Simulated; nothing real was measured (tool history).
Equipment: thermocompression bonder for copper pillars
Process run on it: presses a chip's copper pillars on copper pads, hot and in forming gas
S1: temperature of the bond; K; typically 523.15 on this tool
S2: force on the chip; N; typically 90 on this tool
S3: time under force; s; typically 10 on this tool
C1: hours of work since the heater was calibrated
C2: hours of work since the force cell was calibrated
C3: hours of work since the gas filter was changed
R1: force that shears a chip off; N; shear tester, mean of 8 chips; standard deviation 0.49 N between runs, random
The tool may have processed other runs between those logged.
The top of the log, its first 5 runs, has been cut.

run    day      S1   S2  S3   C1   C2  C3    R1
     2.325  -- forming gas filter changed
  6  2.442  523.15   90  10  203  152   1  59.9
  7  2.721  523.15   90  10  206  155   4  60.3
  8  3.050  523.15   90  10  210  159   8  60.8
  9  3.571  523.15   90  10  215  165  13  59.9
 10  4.054  523.15  105  10  220  170  19  68.0
 11  4.404  523.15  105  10  224  174  22  70.0
 12  4.762  523.15  105  10  228  177  26  67.9
 13  5.071  523.15  105  10  231  181  30  68.6
 14  5.529  523.15  105   6  236  186  35  57.2
 15  5.867  523.15  105   6  240  189  38  56.5
 16  6.188  523.15  105   6  243  193  42  57.4
 17  6.696  523.15  105   6  249  198  47  57.1
 18  6.979  525.15   90  10  252  201  50  62.9
 19  7.321  523.15   90  10  256  205  54  60.6
 20  7.600  523.15   90  10  259  208  57  59.8
 21  8.050  523.15   90  10  264  213  62  60.0
 22  8.362  523.15   90  10  267  216  65  59.9
 23  8.883  545.15  115  10  273  222  71  98.2

Estimate the outcome of run 24 from the log above:
 24  9.221  545.15  115   5  276  226  74   ?

R1: 80.6 N
The same run, on a tool lacking any hidden state, would have yielded R1 80.4 N.
